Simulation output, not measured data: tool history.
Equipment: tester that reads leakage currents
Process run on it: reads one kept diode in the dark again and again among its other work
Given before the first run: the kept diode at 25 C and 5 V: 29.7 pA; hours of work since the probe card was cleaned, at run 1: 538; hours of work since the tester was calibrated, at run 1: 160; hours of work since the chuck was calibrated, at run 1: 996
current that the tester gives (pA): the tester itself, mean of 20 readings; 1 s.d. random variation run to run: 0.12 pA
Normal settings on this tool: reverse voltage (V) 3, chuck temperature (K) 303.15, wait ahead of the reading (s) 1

run    hour  reverse voltage (V)  chuck temperature (K)  wait ahead of the reading (s)  hours of work since the probe card was cleaned  hours of work since the tester was calibrated  hours of work since the chuck was calibrated  current that the tester gives (pA)
  1       0                    3                 303.15                              1                                             538                                            160                                           996                               43.47
  2   148.8                    3                 303.15                              1                                             610                                            231                                          1067                               44.05
      174.4  -- chuck's temperature calibrated
  3   332.1                    3                 303.15                           0.31                                             697                                            319                                            76                               48.13
  4   572.3                    3                 307.15                              1                                             813                                            435                                           192                               64.42
        725  -- chuck's temperature calibrated, once more
  5   799.6                    3                 307.15                              1                                             922                                            544                                            36                               55.02
  6  1038.4                14.37                 303.15                              1                                            1037                                            659                                           151                              110.98
  7  1196.4                    3                 303.15                              1                                            1113                                            735                                           228                               44.32
  8  1343.8                    3                 303.15                              1                                            1185                                            806                                           299                               45.45
  9  1492.4                    3                 303.15                              1                                            1256                                            878                                           370                               45.89
     1529.4  -- probe card cleaned and baked
 10  1712.7                    3                 303.15                              1                                              88                                            983                                           475                               37.96
 11    1948                19.19                 303.15                              1                                             202                                           1097                                           589                              100.25
 12  2098.2                19.19                 303.15                              1                                             275                                           1169                                           661                              103.71
 13  2208.7                19.19                 303.15                              1                                             328                                           1222                                           715                              107.09
 14  2420.8                19.19                 303.15                              1                                             430                                           1325                                           817                              111.77
 15  2625.4                19.19                 303.15                              1                                             529                                           1424                                           916                              117.93
 16  2754.6                19.19                 303.15                              1                                             591                                           1486                                           978                              120.86
     2967.5  -- chuck's temperature calibrated
 17  2968.5                19.19                 303.15                              1                                             694                                           1588                                             1                              112.81
 18  3154.7                    3                 303.15                              1                                             784                                           1678                                            90                                40.2
 19  3306.2                    3                 303.15                              1                                             857                                           1751                                           164                               40.93
 20  3561.9                    3                 303.15                              1                                             980                                           1875                                           287                               42.24
 21  3748.4                    3                 303.15                              1                                            1070                                           1965                                           377                               43.44
 22  3929.4                10.94                 302.15                              1                                            1158                                           2052                                           464                               90.89
 23  4036.7                 2.34                 303.15                           4.38                                            1209                                           2104                                           516                               39.11
     4161.4  -- probe card cleaned and baked
 24  4201.1                 2.34                 303.15                           4.38                                              19                                           2182                                           594                               33.03
 25  4406.4                 1.92                 303.15                              1                                             118                                           2281                                           693                                  31
 26  4569.2                 1.92                 303.15                              1                                             197                                           2359                                           772                               31.51
 27  4731.3                14.74                 299.15                           0.86                                             275                                           2438                                           850                               68.57
 28  4941.6                 1.04                 323.15                           0.86                                             377                                           2539                                           951                              103.21
 29  5145.2                 1.04                 323.15                           0.86                                             475                                           2637                                          1050                              104.53
     5214.1  -- chuck's temperature calibrated
 30  5381.9                    3                 310.15                            0.5                                             588                                           2751                                            81                               63.69
 31  5543.7                 3.03                 310.15                           1.38                                             666                                           2829                                           159                               64.75
 32  5772.4                    3                 331.15                           0.78                                             777                                           2939                                           270                              271.66
 33  6030.4                13.65                 308.15                           2.03                                             901                                           3064                                           394                              133.47
 34  6287.5                13.65                 308.15                           2.03                                            1025                                           3188                                           518                              138.84
 35  6488.4                13.65                 300.15                           2.03                                            1122                                           3285                                           615                                92.4
 36  6630.4                    3                 300.15                           5.86                                            1191                                           3353                                           684                               36.91
     6804.9  -- probe card cleaned and baked
 37  6804.9                    3                 300.15                           5.86                                               0                                           3436                                           766                               29.62
 38  6943.9                    3                 300.15                           0.87                                              67                                           3503                                           834                               30.34
 39  7203.7                 1.42                 298.15                           0.83                                             192                                           3629                                           959                                18.8

What if the next run were any one of these 3? Each begins from the tool's condition after run 39:
     7443.2  -- chuck's temperature calibrated
  A  7443.2                11.15                 302.15                           2.69                                             307                                           3743                                             0                                   ?
     7443.2  -- chuck's temperature calibrated
  B  7443.2                13.32                 303.15                              1                                             307                                           3743                                             0                                   ?
     7443.2  -- chuck's temperature calibrated
  C  7443.2                 1.92                 313.15                           2.73                                             307                                           3743                                             0                                   ?

run  current that the tester gives (pA)
  A                               66.09
  B                               78.71
  C                               60.82
Stripped of hidden state, with their random variation kept, the same runs would have yielded:
run  current that the tester gives (pA)
  A                               59.67
  B                                  71
  C                                61.1
